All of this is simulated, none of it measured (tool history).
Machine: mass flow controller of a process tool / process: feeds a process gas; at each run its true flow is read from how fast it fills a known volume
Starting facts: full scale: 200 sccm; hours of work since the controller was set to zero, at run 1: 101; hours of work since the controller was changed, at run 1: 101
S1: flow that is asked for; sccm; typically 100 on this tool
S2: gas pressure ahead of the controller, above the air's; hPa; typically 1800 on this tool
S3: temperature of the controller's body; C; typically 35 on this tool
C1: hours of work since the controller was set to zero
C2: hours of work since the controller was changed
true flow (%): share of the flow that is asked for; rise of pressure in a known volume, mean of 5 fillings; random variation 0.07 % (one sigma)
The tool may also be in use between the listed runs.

{"run": 1, "day": 0.0, "S1": 100, "S2": 1800, "S3": 35, "C1": 101, "C2": 101, "true flow (%)": 98.5}
{"run": 2, "day": 5.025, "S1": 100, "S2": 1800, "S3": 21, "C1": 156, "C2": 156, "true flow (%)": 99.77}
{"run": 3, "day": 8.6, "S1": 100, "S2": 1800, "S3": 21, "C1": 195, "C2": 195, "true flow (%)": 99.85}
{"run": 4, "day": 13.396, "S1": 102, "S2": 1800, "S3": 35, "C1": 248, "C2": 248, "true flow (%)": 98.53}
{"run": 5, "day": 17.546, "S1": 102, "S2": 1800, "S3": 35, "C1": 294, "C2": 294, "true flow (%)": 98.5}
{"run": 6, "day": 23.888, "S1": 100, "S2": 1800, "S3": 35, "C1": 364, "C2": 364, "true flow (%)": 98.61}
{"run": 7, "day": 29.146, "S1": 100, "S2": 1800, "S3": 35, "C1": 422, "C2": 422, "true flow (%)": 98.45}
{"run": 8, "day": 33.983, "S1": 100, "S2": 1800, "S3": 35, "C1": 475, "C2": 475, "true flow (%)": 98.64}
{"run": 9, "day": 40.362, "S1": 100, "S2": 1800, "S3": 35, "C1": 545, "C2": 545, "true flow (%)": 98.55}
{"run": 10, "day": 48.288, "S1": 100, "S2": 1800, "S3": 35, "C1": 632, "C2": 632, "true flow (%)": 98.67}
{"run": 11, "day": 54.783, "S1": 100, "S2": 1800, "S3": 35, "C1": 704, "C2": 704, "true flow (%)": 98.66}
{"run": 12, "day": 59.421, "S1": 100, "S2": 1800, "S3": 35, "C1": 755, "C2": 755, "true flow (%)": 98.53}
{"run": 13, "day": 66.804, "S1": 100, "S2": 1800, "S3": 35, "C1": 836, "C2": 836, "true flow (%)": 98.67}
{"run": 14, "day": 73.475, "S1": 100, "S2": 1800, "S3": 35, "C1": 909, "C2": 909, "true flow (%)": 98.69}
{"run": 15, "day": 82.133, "S1": 100, "S2": 1800, "S3": 24, "C1": 1005, "C2": 1005, "true flow (%)": 99.95}
{"run": 16, "day": 89.008, "S1": 100, "S2": 1800, "S3": 25, "C1": 1080, "C2": 1080, "true flow (%)": 99.69}
{"run": 17, "day": 93.867, "S1": 100, "S2": 1800, "S3": 25, "C1": 1134, "C2": 1134, "true flow (%)": 99.61}
{"run": 18, "day": 101.667, "S1": 100, "S2": 2320, "S3": 35, "C1": 1220, "C2": 1220, "true flow (%)": 99.24}
{"run": 19, "day": 110.279, "S1": 100, "S2": 2320, "S3": 35, "C1": 1315, "C2": 1315, "true flow (%)": 99.23}
{"run": 20, "day": 118.996, "S1": 100, "S2": 2320, "S3": 35, "C1": 1410, "C2": 1410, "true flow (%)": 99.33}
{"run": 21, "day": 126.675, "S1": 100, "S2": 2320, "S3": 35, "C1": 1495, "C2": 1495, "true flow (%)": 99.36}
{"run": 22, "day": 131.929, "S1": 100, "S2": 2320, "S3": 35, "C1": 1553, "C2": 1553, "true flow (%)": 99.16}
{"run": 23, "day": 138.746, "S1": 100, "S2": 2320, "S3": 35, "C1": 1628, "C2": 1628, "true flow (%)": 99.37}
{"run": 24, "day": 147.508, "S1": 141, "S2": 2320, "S3": 35, "C1": 1724, "C2": 1724, "true flow (%)": 99.67}
{"run": 25, "day": 156.054, "S1": 101, "S2": 1410, "S3": 21, "C1": 1818, "C2": 1818, "true flow (%)": 100.26}
{"run": 26, "day": 164.658, "S1": 33, "S2": 1800, "S3": 36, "C1": 1913, "C2": 1913, "true flow (%)": 98.7}
{"run": 27, "day": 168.312, "S1": 33, "S2": 1800, "S3": 36, "C1": 1953, "C2": 1953, "true flow (%)": 98.69}
{"run": 28, "day": 172.262, "S1": 77, "S2": 2290, "S3": 24, "C1": 1997, "C2": 1997, "true flow (%)": 100.44}
{"run": 29, "day": 178.033, "S1": 77, "S2": 2290, "S3": 39, "C1": 2060, "C2": 2060, "true flow (%)": 99.02}
{"day": 182.971, "done": "gauge calibrated"}
{"run": 30, "day": 183.071, "S1": 100, "S2": 1660, "S3": 35, "C1": 2116, "C2": 2116, "true flow (%)": 98.31}
{"run": 31, "day": 188.612, "S1": 21, "S2": 1680, "S3": 35, "C1": 2177, "C2": 2177, "true flow (%)": 98.07}
{"run": 32, "day": 197.229, "S1": 100, "S2": 1650, "S3": 36, "C1": 2271, "C2": 2271, "true flow (%)": 98.11}
{"run": 33, "day": 202.292, "S1": 100, "S2": 2360, "S3": 23, "C1": 2327, "C2": 2327, "true flow (%)": 99.94}
{"run": 34, "day": 209.929, "S1": 100, "S2": 2360, "S3": 22, "C1": 2411, "C2": 2411, "true flow (%)": 100.37}

Describe how what the log doesn't record of the tool's condition differs between the last listed run preceding each entry between runs and the first listed run following it.
From run 29 to run 30: gauge calibrated (day 182.971)
  drift of the gauge itself on true_pct, %: 0.7 -> 0
  measured result minus the result with no hidden state, true flow (%): +0.69 -> +0
